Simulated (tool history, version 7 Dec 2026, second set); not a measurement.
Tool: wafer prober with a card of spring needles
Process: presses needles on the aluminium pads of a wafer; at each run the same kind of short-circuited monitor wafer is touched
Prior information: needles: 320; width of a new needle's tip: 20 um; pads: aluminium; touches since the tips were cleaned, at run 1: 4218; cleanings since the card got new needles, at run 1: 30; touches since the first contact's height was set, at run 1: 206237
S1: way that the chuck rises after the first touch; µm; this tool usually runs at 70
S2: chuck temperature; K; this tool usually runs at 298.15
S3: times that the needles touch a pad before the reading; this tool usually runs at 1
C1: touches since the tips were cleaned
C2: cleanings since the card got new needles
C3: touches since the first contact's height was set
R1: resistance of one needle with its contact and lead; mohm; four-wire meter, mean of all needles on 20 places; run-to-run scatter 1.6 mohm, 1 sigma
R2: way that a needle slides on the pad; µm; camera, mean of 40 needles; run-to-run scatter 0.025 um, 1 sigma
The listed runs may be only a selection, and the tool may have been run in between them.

run 1 hour=0 | S1=70 S2=298.15 S3=1 | C1=4218 C2=30 C3=206237 | R1=323 R2=9.12
-- hour=6.6 tips cleaned on abrasive film
-- hour=23.1 tips cleaned on abrasive film
-- hour=26.7 height of the first contact set anew
-- hour=36.6 tips cleaned on abrasive film
-- hour=53 tips cleaned on abrasive film
-- hour=66.2 tips cleaned on abrasive film
run 2 hour=73.1 | S1=70 S2=298.15 S3=1 | C1=3055 C2=35 C3=20542 | R1=290 R2=9.31
-- hour=79.7 tips cleaned on abrasive film
-- hour=92.9 tips cleaned on abrasive film
-- hour=106.1 tips cleaned on abrasive film
-- hour=122.5 tips cleaned on abrasive film
-- hour=139 tips cleaned on abrasive film
-- hour=155.1 tips cleaned on abrasive film
run 3 hour=155.1 | S1=64 S2=298.15 S3=1 | C1=0 C2=41 C3=56833 | R1=185 R2=8.46
-- hour=171.6 tips cleaned on abrasive film
-- hour=188 tips cleaned on abrasive film
-- hour=201.2 tips cleaned on abrasive film
run 4 hour=202.3 | S1=64 S2=304.15 S3=1 | C1=492 C2=44 C3=77725 | R1=224 R2=8.46
-- hour=215.5 tips cleaned on abrasive film
-- hour=232 tips cleaned on abrasive film
run 5 hour=236.7 | S1=64 S2=304.15 S3=1 | C1=2134 C2=46 C3=92973 | R1=315 R2=8.4
-- hour=246.7 tips cleaned on abrasive film
-- hour=259.8 tips cleaned on abrasive film
-- hour=273 tips cleaned on abrasive film
-- hour=289.5 tips cleaned on abrasive film
run 6 hour=302.4 | S1=70 S2=298.15 S3=1 | C1=5772 C2=50 C3=122059 | R1=346 R2=9.19
-- hour=305.8 tips cleaned on abrasive film
-- hour=322.3 tips cleaned on abrasive film
-- hour=338.7 tips cleaned on abrasive film
-- hour=355.2 tips cleaned on abrasive film
-- hour=368.3 tips cleaned on abrasive film
run 7 hour=374.9 | S1=70 S2=298.15 S3=1 | C1=2918 C2=55 C3=154121 | R1=312 R2=9.1
-- hour=384.7 tips cleaned on abrasive film
-- hour=397.9 tips cleaned on abrasive film
-- hour=414.4 tips cleaned on abrasive film
-- hour=430.8 tips cleaned on abrasive film
-- hour=444 tips cleaned on abrasive film
run 8 hour=453.8 | S1=70 S2=309.15 S3=1 | C1=4350 C2=60 C3=189038 | R1=334 R2=9.12
-- hour=460.4 tips cleaned on abrasive film
-- hour=473.6 tips cleaned on abrasive film
-- hour=490 tips cleaned on abrasive film
run 9 hour=501.1 | S1=70 S2=317.15 S3=1 | C1=4942 C2=63 C3=210009 | R1=346 R2=9.03
-- hour=504.5 tips cleaned on abrasive film
-- hour=517.9 height of the first contact set anew
-- hour=521.3 tips cleaned on abrasive film
-- hour=534.4 tips cleaned on abrasive film
-- hour=547.6 tips cleaned on abrasive film
-- hour=564.1 tips cleaned on abrasive film
run 10 hour=571.8 | S1=70 S2=330.15 S3=1 | C1=3457 C2=68 C3=23858 | R1=312 R2=9.37
-- hour=578.5 tips cleaned on abrasive film
-- hour=591.7 tips cleaned on abrasive film
-- hour=604.8 tips cleaned on abrasive film
-- hour=621.3 tips cleaned on abrasive film
run 11 hour=629.8 | S1=70 S2=379.15 S3=1 | C1=3793 C2=72 C3=49511 | R1=325 R2=9.29
-- hour=636.5 tips cleaned on abrasive film
-- hour=649.6 tips cleaned on abrasive film
-- hour=666.1 tips cleaned on abrasive film
run 12 hour=669.5 | S1=70 S2=298.15 S3=1 | C1=1517 C2=75 C3=67057 | R1=275 R2=9.26
-- hour=679.4 tips cleaned on abrasive film
-- hour=692.6 tips cleaned on abrasive film
-- hour=709.1 tips cleaned on abrasive film
-- hour=725.5 tips cleaned on abrasive film
-- hour=738.7 tips cleaned on abrasive film
run 13 hour=749.4 | S1=70 S2=298.15 S3=1 | C1=4751 C2=80 C3=102413 | R1=347 R2=9.2
-- hour=752.7 tips cleaned on abrasive film
-- hour=765.9 tips cleaned on abrasive film
-- hour=782.4 tips cleaned on abrasive film
-- hour=798.8 tips cleaned on abrasive film
run 14 hour=800.1 | S1=66 S2=316.15 S3=3 | C1=575 C2=84 C3=124844 | R1=181 R2=8.63
-- hour=813.3 tips cleaned on abrasive film
-- hour=829.7 tips cleaned on abrasive film
-- hour=842.9 tips cleaned on abrasive film
run 15 hour=853.7 | S1=70 S2=388.15 S3=1 | C1=4802 C2=87 C3=148590 | R1=345 R2=9.11
-- hour=857.1 tips cleaned on abrasive film
-- hour=870.2 tips cleaned on abrasive film
-- hour=883.4 tips cleaned on abrasive film
-- hour=896.8 tips cleaned on abrasive film
run 16 hour=896.8 | S1=54 S2=304.15 S3=1 | C1=0 C2=91 C3=167603 | R1=192 R2=6.99
-- hour=910 tips cleaned on abrasive film
-- hour=926.4 tips cleaned on abrasive film
-- hour=939.6 tips cleaned on abrasive film
run 17 hour=952.1 | S1=65 S2=298.15 S3=1 | C1=5556 C2=94 C3=192106 | R1=398 R2=8.39
-- hour=955.4 tips cleaned on abrasive film
-- hour=968.6 tips cleaned on abrasive film
-- hour=981.8 tips cleaned on abrasive film
-- hour=995 tips cleaned on abrasive film
-- hour=1008.4 height of the first contact set anew
-- hour=1011.7 tips cleaned on abrasive film
run 18 hour=1014.6 | S1=65 S2=298.15 S3=1 | C1=1256 C2=99 C3=2713 | R1=267 R2=8.69
-- hour=1027.7 tips cleaned on abrasive film
-- hour=1040.9 tips cleaned on abrasive film
-- hour=1057.4 tips cleaned on abrasive film
-- hour=1073.8 tips cleaned on abrasive film
run 19 hour=1077.4 | S1=61 S2=335.15 S3=3 | C1=1605 C2=103 C3=30546 | R1=222 R2=8.09
-- hour=1087.3 tips cleaned on abrasive film
-- hour=1100.5 tips cleaned on abrasive film
run 20 hour=1112.4 | S1=61 S2=335.15 S3=3 | C1=5300 C2=105 C3=46044 | R1=256 R2=8.04
-- hour=1115.8 tips cleaned on abrasive film
-- hour=1132.2 tips cleaned on abrasive film
-- hour=1145.4 tips cleaned on abrasive film
-- hour=1158.6 tips cleaned on abrasive film
-- hour=1175.1 tips cleaned on abrasive film
run 21 hour=1184.2 | S1=61 S2=335.15 S3=2 | C1=4071 C2=110 C3=77802 | R1=308 R2=8.08
-- hour=1190.8 tips cleaned on abrasive film
-- hour=1204 tips cleaned on abrasive film
-- hour=1217.2 tips cleaned on abrasive film
-- hour=1230.4 tips cleaned on abrasive film
run 22 hour=1237.9 | S1=72 S2=385.15 S3=2 | C1=3329 C2=114 C3=101532 | R1=270 R2=9.45
-- hour=1244.5 tips cleaned on abrasive film
-- hour=1257.7 tips cleaned on abrasive film
-- hour=1274.1 tips cleaned on abrasive film
-- hour=1287.3 tips cleaned on abrasive film
-- hour=1303.8 tips cleaned on abrasive film
run 23 hour=1311.3 | S1=72 S2=385.15 S3=2 | C1=3338 C2=119 C3=134014 | R1=257 R2=9.42
-- hour=1317.9 tips cleaned on abrasive film
-- hour=1334.4 tips cleaned on abrasive film
-- hour=1350.8 tips cleaned on abrasive film
run 24 hour=1360.9 | S1=51 S2=316.15 S3=3 | C1=4503 C2=122 C3=156003 | R1=293 R2=6.59
-- hour=1364.3 tips cleaned on abrasive film
-- hour=1377.5 tips cleaned on abrasive film
-- hour=1390.6 tips cleaned on abrasive film
-- hour=1407.1 tips cleaned on abrasive film
run 25 hour=1416.5 | S1=51 S2=316.15 S3=3 | C1=4198 C2=126 C3=180600 | R1=299 R2=6.6

Alternative continuations, all from the tool just after run 25; predict every row:
-- hour=1423.2 tips cleaned on abrasive film
-- hour=1439.6 tips cleaned on abrasive film
-- hour=1456.1 tips cleaned on abrasive film
-- hour=1472.5 tips cleaned on abrasive film
run A hour=1477.8 | S1=51 S2=327.15 S3=1 | C1=2339 C2=130 C3=207711 | R1=? R2=?
-- hour=1423.2 tips cleaned on abrasive film
-- hour=1439.6 tips cleaned on abrasive film
-- hour=1456.1 tips cleaned on abrasive film
-- hour=1472.5 tips cleaned on abrasive film
run B hour=1477.8 | S1=51 S2=336.15 S3=3 | C1=2339 C2=130 C3=207711 | R1=? R2=?
-- hour=1423.2 tips cleaned on abrasive film
-- hour=1439.6 tips cleaned on abrasive film
-- hour=1456.1 tips cleaned on abrasive film
-- hour=1472.5 tips cleaned on abrasive film
run C hour=1477.8 | S1=70 S2=362.15 S3=2 | C1=2339 C2=130 C3=207711 | R1=? R2=?
-- hour=1423.2 tips cleaned on abrasive film
-- hour=1439.6 tips cleaned on abrasive film
-- hour=1456.1 tips cleaned on abrasive film
-- hour=1472.5 tips cleaned on abrasive film
run D hour=1477.8 | S1=75 S2=308.15 S3=2 | C1=2339 C2=130 C3=207711 | R1=? R2=?
-- hour=1423.2 tips cleaned on abrasive film
-- hour=1439.6 tips cleaned on abrasive film
-- hour=1456.1 tips cleaned on abrasive film
-- hour=1472.5 tips cleaned on abrasive film
run E hour=1477.8 | S1=51 S2=316.15 S3=1 | C1=2339 C2=130 C3=207711 | R1=? R2=?

run=A R1=473 R2=6.51
run=B R1=286 R2=6.49
run=C R1=267 R2=9.08
run=D R1=248 R2=9.74
run=E R1=488 R2=6.54
The same runs, with their run-to-run variation unchanged, on a tool lacking any hidden condition would have given:
run=A R1=165 R2=6.8
run=B R1=172 R2=6.78
run=C R1=169 R2=9.37
run=D R1=155 R2=10.03
run=E R1=166 R2=6.84

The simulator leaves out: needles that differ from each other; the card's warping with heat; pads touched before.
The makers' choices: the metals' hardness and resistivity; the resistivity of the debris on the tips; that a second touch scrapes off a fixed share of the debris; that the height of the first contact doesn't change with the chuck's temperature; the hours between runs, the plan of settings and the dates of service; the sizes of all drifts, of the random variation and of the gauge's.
